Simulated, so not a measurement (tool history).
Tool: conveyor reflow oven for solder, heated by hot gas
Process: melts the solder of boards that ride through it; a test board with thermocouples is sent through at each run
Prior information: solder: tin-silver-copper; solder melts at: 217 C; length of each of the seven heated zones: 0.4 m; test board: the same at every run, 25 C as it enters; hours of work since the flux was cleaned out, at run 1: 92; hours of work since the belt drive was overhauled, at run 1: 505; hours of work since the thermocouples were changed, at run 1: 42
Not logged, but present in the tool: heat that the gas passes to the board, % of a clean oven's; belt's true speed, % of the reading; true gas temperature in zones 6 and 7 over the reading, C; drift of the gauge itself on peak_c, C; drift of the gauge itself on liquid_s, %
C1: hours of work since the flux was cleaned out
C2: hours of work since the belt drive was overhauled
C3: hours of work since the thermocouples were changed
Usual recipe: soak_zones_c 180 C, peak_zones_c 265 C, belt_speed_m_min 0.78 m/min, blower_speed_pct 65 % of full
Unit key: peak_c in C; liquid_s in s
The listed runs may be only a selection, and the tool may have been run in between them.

Run 1, hour 0: usual settings; C1 92; C2 505; C3 42. Result: peak_c 248.8 C, liquid_s 46 s.
Run 2, hour 6: usual settings; C1 96; C2 510; C3 47. Result: peak_c 250 C, liquid_s 46.2 s.
Run 3, hour 12: usual settings; C1 101; C2 514; C3 51. Result: peak_c 248.7 C, liquid_s 46.3 s.
Run 4, hour 18: usual settings; C1 105; C2 519; C3 56. Result: peak_c 248.7 C, liquid_s 45.7 s.
Run 5, hour 25.4: usual settings; C1 111; C2 524; C3 61. Result: peak_c 248.8 C, liquid_s 45.5 s.
Run 6, hour 33.8: usual settings; C1 117; C2 531; C3 68. Result: peak_c 248.6 C, liquid_s 45.6 s.
Run 7, hour 42.8: usual settings; C1 124; C2 537; C3 74. Result: peak_c 249 C, liquid_s 46.3 s.
Run 8, hour 51.1: usual settings but peak_zones_c 261 C; C1 130; C2 544; C3 81. Result: peak_c 244.1 C, liquid_s 44.1 s.
Run 9, hour 56.7: usual settings but soak_zones_c 186 C; C1 134; C2 548; C3 85. Result: peak_c 249.7 C, liquid_s 48.3 s.
Run 10, hour 62.1: usual settings but soak_zones_c 186 C; C1 138; C2 552; C3 89. Result: peak_c 250.5 C, liquid_s 48.7 s.
Run 11, hour 68.5: usual settings but belt_speed_m_min 0.624 m/min; C1 143; C2 557; C3 94. Result: peak_c 255 C, liquid_s 63.1 s.
Run 12, hour 77.4: usual settings but belt_speed_m_min 0.624 m/min; C1 150; C2 563; C3 100. Result: peak_c 255.1 C, liquid_s 63.4 s.
Run 13, hour 84.1: usual settings but belt_speed_m_min 0.624 m/min; C1 155; C2 568; C3 105. Result: peak_c 254.7 C, liquid_s 63.8 s.
Run 14, hour 89.2: usual settings but belt_speed_m_min 0.624 m/min; C1 158; C2 572; C3 109. Result: peak_c 254.6 C, liquid_s 63.5 s.
Run 15, hour 95.3: usual settings but belt_speed_m_min 0.624 m/min; C1 163; C2 577; C3 114. Result: peak_c 254.3 C, liquid_s 62.7 s.
Run 16, hour 105.1: usual settings; C1 170; C2 584; C3 121. Result: peak_c 247.2 C, liquid_s 45.3 s.
At hour 109.7: belt drive overhauled, speed set with a stopwatch.
Run 17, hour 113.3: usual settings but blower_speed_pct 63 % of full; C1 174; C2 3; C3 124. Result: peak_c 247.7 C, liquid_s 45.2 s.
Run 18, hour 119.1: usual settings but blower_speed_pct 63 % of full; C1 178; C2 7; C3 129. Result: peak_c 247.8 C, liquid_s 44.4 s.
Run 19, hour 125.3: usual settings but soak_zones_c 167 C, peak_zones_c 277 C, belt_speed_m_min 0.643 m/min, blower_speed_pct 54 % of full; C1 182; C2 12; C3 133. Result: peak_c 260.6 C, liquid_s 59.7 s.
Run 20, hour 129.7: usual settings but soak_zones_c 175 C, peak_zones_c 260 C, blower_speed_pct 71 % of full; C1 186; C2 15; C3 137. Result: peak_c 244.2 C, liquid_s 41.7 s.
Run 21, hour 136.1: usual settings but soak_zones_c 186 C, peak_zones_c 266 C, blower_speed_pct 54 % of full; C1 191; C2 20; C3 141. Result: peak_c 248.7 C, liquid_s 45.9 s.
Run 22, hour 143.4: usual settings but belt_speed_m_min 0.747 m/min; C1 196; C2 25; C3 147. Result: peak_c 249.7 C, liquid_s 48.9 s.
Run 23, hour 152.4: usual settings but peak_zones_c 275 C, belt_speed_m_min 0.702 m/min; C1 203; C2 32; C3 154. Result: peak_c 260.5 C, liquid_s 58.8 s.
At hour 159.6: belt drive overhauled, speed set with a stopwatch, once more.
Run 24, hour 164.2: usual settings but belt_speed_m_min 0.827 m/min; C1 209; C2 3; C3 159. Result: peak_c 246.2 C, liquid_s 40.4 s.
Run 25, hour 173.5: usual settings but peak_zones_c 272 C, belt_speed_m_min 0.743 m/min, blower_speed_pct 60 % of full; C1 216; C2 10; C3 166. Result: peak_c 254.1 C, liquid_s 51.4 s.
Run 26, hour 182: usual settings but soak_zones_c 188 C, peak_zones_c 276 C, belt_speed_m_min 0.934 m/min, blower_speed_pct 60 % of full; C1 222; C2 17; C3 173. Result: peak_c 250.7 C, liquid_s 40.4 s.
Run 27, hour 188.4: usual settings but soak_zones_c 171 C, peak_zones_c 266 C, belt_speed_m_min 0.791 m/min; C1 227; C2 22; C3 178. Result: peak_c 246.2 C, liquid_s 40 s.
Run 28, hour 195.5: usual settings but peak_zones_c 277 C, blower_speed_pct 56 % of full; C1 232; C2 27; C3 183. Result: peak_c 255.6 C, liquid_s 49.3 s.
Run 29, hour 201.8: usual settings but peak_zones_c 275 C, belt_speed_m_min 0.817 m/min, blower_speed_pct 74 % of full; C1 237; C2 32; C3 188. Result: peak_c 257.2 C, liquid_s 48.2 s.
Run 30, hour 208.7: usual settings but peak_zones_c 276 C, belt_speed_m_min 0.755 m/min, blower_speed_pct 74 % of full; C1 242; C2 37; C3 193. Result: peak_c 259.9 C, liquid_s 53.9 s.
Run 31, hour 213: usual settings but soak_zones_c 185 C, peak_zones_c 278 C, belt_speed_m_min 0.825 m/min, blower_speed_pct 74 % of full; C1 245; C2 40; C3 196. Result: peak_c 260.1 C, liquid_s 50.2 s.
Run 32, hour 219.2: usual settings but soak_zones_c 177 C, peak_zones_c 278 C, belt_speed_m_min 0.677 m/min; C1 250; C2 45; C3 201. Result: peak_c 263.3 C, liquid_s 60 s.

3 ways to go on from here, each from the tool as it stands after run 32. What would each give?
Run A, hour 225.7: usual settings; C1 255; C2 49; C3 205. Result: peak_c ?, liquid_s ?.
Run B, hour 225.7: usual settings but peak_zones_c 274 C, belt_speed_m_min 0.626 m/min, blower_speed_pct 67 % of full; C1 255; C2 49; C3 205. Result: peak_c ?, liquid_s ?.
Run C, hour 225.7: usual settings but soak_zones_c 181 C, peak_zones_c 278 C, belt_speed_m_min 0.677 m/min; C1 255; C2 49; C3 205. Result: peak_c ?, liquid_s ?.

run  peak_c  liquid_s
  A   247.5      44.8
  B     262      64.8
  C   262.7        62
With the hidden condition removed and each run's random variation left untouched, the same runs would have given:
run  peak_c  liquid_s
  A     250        47
  B   264.1      66.1
  C     265      63.3
